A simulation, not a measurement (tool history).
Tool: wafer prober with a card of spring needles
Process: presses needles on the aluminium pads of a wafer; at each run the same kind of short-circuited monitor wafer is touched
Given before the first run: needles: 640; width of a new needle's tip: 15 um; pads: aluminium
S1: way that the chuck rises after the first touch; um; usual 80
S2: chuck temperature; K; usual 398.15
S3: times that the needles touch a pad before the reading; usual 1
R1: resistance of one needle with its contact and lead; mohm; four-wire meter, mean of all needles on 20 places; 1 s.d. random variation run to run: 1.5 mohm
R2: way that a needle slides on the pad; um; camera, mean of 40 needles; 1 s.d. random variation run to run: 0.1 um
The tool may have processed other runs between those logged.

run,day,S1,S2,S3,R1,R2
1,0,80,398.15,1,130,18.13
# day 0.171: tips cleaned on abrasive film
# day 0.375: tips cleaned on abrasive film
2,0.475,80,299.15,1,119,18.38
# day 0.562: tips cleaned on abrasive film
# day 0.75: tips cleaned on abrasive film
# day 0.962: tips cleaned on abrasive film
3,1.129,80,299.15,1,119,18.24
# day 1.175: tips cleaned on abrasive film
# day 1.346: tips cleaned on abrasive film
# day 1.562: tips cleaned on abrasive film
4,1.721,80,299.15,1,118,18.12
# day 1.767: tips cleaned on abrasive film
# day 1.983: tips cleaned on abrasive film
# day 2.171: tips cleaned on abrasive film
5,2.171,80,299.15,1,117,18.44
# day 2.375: tips cleaned on abrasive film
# day 2.579: tips cleaned on abrasive film
# day 2.779: tips cleaned on abrasive film
6,2.875,80,398.15,1,134,18.15
# day 2.962: tips cleaned on abrasive film
# day 3.167: tips cleaned on abrasive film
# day 3.379: tips cleaned on abrasive film
7,3.417,80,398.15,1,130,18.1
# day 3.575: tips cleaned on abrasive film
# day 3.771: tips cleaned on abrasive film
# day 3.983: tips cleaned on abrasive film
8,3.996,93,304.15,2,117,20.99
# day 4.192: tips cleaned on abrasive film
# day 4.404: tips cleaned on abrasive film
9,4.538,93,320.15,2,120,20.98
# day 4.588: tips cleaned on abrasive film
# day 4.8: tips cleaned on abrasive film
# day 5: tips cleaned on abrasive film
10,5.046,93,320.15,2,123,21.04
# day 5.175: tips cleaned on abrasive film
# day 5.392: tips cleaned on abrasive film
# day 5.6: tips cleaned on abrasive film
11,5.654,93,320.15,2,122,20.86

Branching from run 11: 3 alternative next runs. What would each branch give?
# day 5.783: tips cleaned on abrasive film
# day 5.958: tips cleaned on abrasive film
# day 6.167: tips cleaned on abrasive film
# day 6.358: tips cleaned on abrasive film
A,6.362,80,306.15,1,?,?
# day 5.783: tips cleaned on abrasive film
# day 5.958: tips cleaned on abrasive film
# day 6.167: tips cleaned on abrasive film
# day 6.358: tips cleaned on abrasive film
B,6.362,75,320.15,2,?,?
# day 5.783: tips cleaned on abrasive film
# day 5.958: tips cleaned on abrasive film
# day 6.167: tips cleaned on abrasive film
# day 6.358: tips cleaned on abrasive film
C,6.362,62,346.15,3,?,?

run,R1,R2
A,123,18.03
B,122,16.75
C,126,13.87
Had the tool no hidden state, the same runs would have come out as:
run,R1,R2
A,123,18.29
B,122,16.99
C,126,14.08

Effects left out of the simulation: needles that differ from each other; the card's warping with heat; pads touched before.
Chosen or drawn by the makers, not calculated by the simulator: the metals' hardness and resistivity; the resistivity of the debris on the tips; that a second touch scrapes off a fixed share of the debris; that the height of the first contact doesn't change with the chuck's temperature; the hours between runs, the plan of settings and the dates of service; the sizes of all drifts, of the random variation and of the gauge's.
